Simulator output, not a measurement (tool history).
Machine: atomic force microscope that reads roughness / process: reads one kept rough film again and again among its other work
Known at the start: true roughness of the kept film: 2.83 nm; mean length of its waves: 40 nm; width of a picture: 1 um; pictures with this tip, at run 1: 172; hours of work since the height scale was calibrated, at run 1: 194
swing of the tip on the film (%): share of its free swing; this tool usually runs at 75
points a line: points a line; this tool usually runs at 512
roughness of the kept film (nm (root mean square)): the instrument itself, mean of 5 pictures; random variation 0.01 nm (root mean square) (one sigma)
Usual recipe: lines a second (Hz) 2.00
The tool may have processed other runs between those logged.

run    hour  lines a second (Hz)  swing of the tip on the film (%)  points a line  pictures with this tip  hours of work since the height scale was calibrated  roughness of the kept film (nm (root mean square))
  1     0.0                 2.00                                75            512                     172                                                  194                                               2.111
       35.0  -- new tip fitted
  2    45.4                 2.00                                75            512                      14                                                  219                                               2.301
  3   108.0                 2.00                                75            512                     100                                                  253                                               2.191
  4   163.9                 2.00                                75            512                     177                                                  283                                               2.125
      190.7  -- new tip fitted
  5   219.9                 2.00                                75            512                      40                                                  314                                               2.261
  6   295.7                 0.68                                75            512                     145                                                  355                                               2.378
  7   335.0                 2.00                                75            512                     198                                                  377                                               2.065
      346.6  -- new tip fitted
  8   378.5                 2.00                                75            560                      44                                                  400                                               2.252
  9   428.9                 2.00                                75            560                     113                                                  428                                               2.169
      500.8  -- new tip fitted
 10   500.8                 2.00                                63            512                       0                                                  467                                               2.485
 11   534.4                 3.13                                75            512                      46                                                  486                                               2.063
 12   581.8                 0.56                                63            512                     111                                                  511                                               2.477
 13   649.4                 0.52                                77            385                     204                                                  548                                               2.302
      655.5  -- new tip fitted
 14   682.2                 2.03                                77            814                      36                                                  566                                               2.229
 15   742.9                 1.73                                77            814                     120                                                  599                                               2.176
      748.6  -- height scale calibrated on a step standard
 16   777.0                 0.98                                82            512                     165                                                   16                                               2.203
      812.8  -- new tip fitted
 17   830.7                 0.93                                87            611                      24                                                   45                                               2.325
 18   905.7                 0.52                                89            659                     127                                                   86                                               2.329
 19   955.0                 1.04                                60            924                     195                                                  113                                               2.366
      973.3  -- new tip fitted
      996.9  -- height scale calibrated on a step standard, once more
 20  1006.6                 1.04                                60            924                      44                                                    5                                               2.552
 21  1075.1                 3.31                                75            291                     138                                                   43                                               1.934

Forecast each of these 4 alternatives for the next run:
  A  1118.0                 1.10                                56            342                     197                                                   66                                                   ?
  B  1118.0                 2.00                                80            512                     197                                                   66                                                   ?
  C  1118.0                 3.59                                67            512                     197                                                   66                                                   ?
  D  1118.0                 0.87                                87            512                     197                                                   66                                                   ?

run  roughness of the kept film (nm (root mean square))
  A                                               2.385
  B                                               1.965
  C                                               2.044
  D                                               2.159
Stripped of hidden state, with their random variation kept, the same runs would have yielded:
run  roughness of the kept film (nm (root mean square))
  A                                               2.655
  B                                               2.187
  C                                               2.275
  D                                               2.404
